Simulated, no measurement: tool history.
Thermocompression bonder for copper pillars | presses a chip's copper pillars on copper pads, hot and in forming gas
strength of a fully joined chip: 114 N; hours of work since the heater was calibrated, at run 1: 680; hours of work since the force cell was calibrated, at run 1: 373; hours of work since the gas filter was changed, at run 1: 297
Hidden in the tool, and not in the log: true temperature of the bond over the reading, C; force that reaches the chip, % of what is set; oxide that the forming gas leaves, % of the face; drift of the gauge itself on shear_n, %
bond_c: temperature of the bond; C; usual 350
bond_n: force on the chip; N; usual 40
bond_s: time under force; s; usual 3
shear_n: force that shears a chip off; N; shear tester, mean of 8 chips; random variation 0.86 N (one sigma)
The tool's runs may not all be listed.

run	hour	bond_c	bond_n	bond_s	hours of work since the heater was calibrated	hours of work since the force cell was calibrated	hours of work since the gas filter was changed	shear_n
1	0	350	40	3	680	373	297	66.3
2	14	350	40	3	686	379	303	67.2
3	39.4	350	40	6	696	390	314	78.9
4	63.4	350	40	6	707	400	324	80.2
5	75.1	350	40	3	711	405	329	65.2
6	90	350	40	3	718	411	335	66.4
7	107.3	350	40	3	725	418	342	66.2
8	125.4	343	40	3	733	426	350	63.8
# hour 139.7: forming gas filter changed
9	142.3	350	40	3	739	433	1	72.6
10	166.3	350	40	3	750	443	11	71.3
11	177.4	350	52	3	754	447	16	81.4
12	199.8	350	52	3	764	457	25	80.2
13	221.8	320	43	5	773	466	34	64.8
14	233.8	320	43	5	778	471	39	63.8
15	253	320	31	3	786	479	48	42.8
16	264.2	320	31	3	791	484	52	42.1

The next listed run, before its measurement:
17	282.2	363	32	3	798	491	60	?

shear_n: 69.5 N
Without the tool's hidden state the same run would have given shear_n 69.3 N.
